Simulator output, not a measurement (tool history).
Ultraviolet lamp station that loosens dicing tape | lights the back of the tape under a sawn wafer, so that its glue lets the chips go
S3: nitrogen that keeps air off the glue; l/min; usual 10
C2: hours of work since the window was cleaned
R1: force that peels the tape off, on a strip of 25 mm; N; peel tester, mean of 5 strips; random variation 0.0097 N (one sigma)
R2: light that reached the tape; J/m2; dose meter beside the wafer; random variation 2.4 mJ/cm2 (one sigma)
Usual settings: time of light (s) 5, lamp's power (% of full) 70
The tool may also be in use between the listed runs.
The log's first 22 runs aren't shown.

Run 23, day 9.508: usual settings but S3 11 l/min; hours of work of the lamp 314; C2 8. Result: R1 0.457 N, R2 2620 J/m2.
Run 24, day 9.954: usual settings but S3 7 l/min; hours of work of the lamp 320; C2 13. Result: R1 0.66 N, R2 2580 J/m2.
Run 25, day 10.221: usual settings but lamp's power (% of full) 83, S3 5 l/min; hours of work of the lamp 323; C2 17. Result: R1 0.646 N, R2 3070 J/m2.
Run 26, day 10.758: usual settings but time of light (s) 8, S3 13 l/min; hours of work of the lamp 330; C2 24. Result: R1 0.172 N, R2 4140 J/m2.
Run 27, day 11.167: usual settings but time of light (s) 7, lamp's power (% of full) 74, S3 11 l/min; hours of work of the lamp 335; C2 29. Result: R1 0.21 N, R2 3790 J/m2.
Run 28, day 11.554: usual settings but time of light (s) 3, lamp's power (% of full) 61, S3 5 l/min; hours of work of the lamp 340; C2 34. Result: R1 2.76 N, R2 1330 J/m2.
Run 29, day 12.008: usual settings but time of light (s) 4; hours of work of the lamp 346; C2 40. Result: R1 0.851 N, R2 2040 J/m2.
Run 30, day 12.525: usual settings but time of light (s) 4; hours of work of the lamp 353; C2 47. Result: R1 0.861 N, R2 2000 J/m2.
Run 31, day 13.017: usual settings but lamp's power (% of full) 86; hours of work of the lamp 360; C2 53. Result: R1 0.318 N, R2 3120 J/m2.
Run 32, day 13.412: usual settings but time of light (s) 3, lamp's power (% of full) 74, S3 3 l/min; hours of work of the lamp 365; C2 58. Result: R1 3.06 N, R2 1590 J/m2.
Run 33, day 13.954: usual settings but time of light (s) 3, lamp's power (% of full) 74, S3 3 l/min; hours of work of the lamp 372; C2 66. Result: R1 3.06 N, R2 1630 J/m2.
Run 34, day 14.238: usual settings but time of light (s) 9, lamp's power (% of full) 65, S3 3 l/min; hours of work of the lamp 375; C2 69. Result: R1 0.51 N, R2 4280 J/m2.
Run 35, day 14.671: usual settings but time of light (s) 9, lamp's power (% of full) 65, S3 3 l/min; hours of work of the lamp 381; C2 75. Result: R1 0.509 N, R2 4220 J/m2.
Run 36, day 15.142: usual settings but lamp's power (% of full) 62, S3 3 l/min; hours of work of the lamp 387; C2 81. Result: R1 1.897 N, R2 2220 J/m2.
Run 37, day 15.688: usual settings but time of light (s) 6, lamp's power (% of full) 71, S3 4 l/min; hours of work of the lamp 394; C2 88. Result: R1 0.774 N, R2 3110 J/m2.
Run 38, day 16.112: usual settings but lamp's power (% of full) 85; hours of work of the lamp 400; C2 94. Result: R1 0.345 N, R2 3090 J/m2.
Run 39, day 16.683: usual settings but lamp's power (% of full) 85; hours of work of the lamp 407; C2 101. Result: R1 0.333 N, R2 3060 J/m2.
Run 40, day 17.204: usual settings but time of light (s) 2, S3 7 l/min; hours of work of the lamp 414; C2 108. Result: R1 3.455 N, R2 980 J/m2.
Run 41, day 17.612: usual settings but time of light (s) 2, S3 7 l/min; hours of work of the lamp 419; C2 113. Result: R1 3.517 N, R2 970 J/m2.
Run 42, day 17.996: usual settings but time of light (s) 3, S3 3 l/min; hours of work of the lamp 424; C2 118. Result: R1 3.236 N, R2 1490 J/m2.
Run 43, day 18.288: usual settings but time of light (s) 2, lamp's power (% of full) 74, S3 16 l/min; hours of work of the lamp 428; C2 122. Result: R1 2.146 N, R2 1040 J/m2.

Forecast each of these 4 alternatives for the next run:
Run A, day 18.688: usual settings but time of light (s) 4, S3 7 l/min; hours of work of the lamp 433; C2 127. Result: R1 ?, R2 ?.
Run B, day 18.688: usual settings but time of light (s) 3, lamp's power (% of full) 79; hours of work of the lamp 433; C2 127. Result: R1 ?, R2 ?.
Run C, day 18.688: usual settings but time of light (s) 7, lamp's power (% of full) 74, S3 16 l/min; hours of work of the lamp 433; C2 127. Result: R1 ?, R2 ?.
Run D, day 18.688: usual settings but lamp's power (% of full) 82; hours of work of the lamp 433; C2 127. Result: R1 ?, R2 ?.

run     R1    R2
  A  1.266  1980
  B  1.289  1680
  C  0.183  3660
  D  0.372  2920
Without the tool's hidden state the same runs would have given:
run     R1    R2
  A  0.981  2240
  B  1.004  1900
  C  0.163  4150
  D  0.281  3300
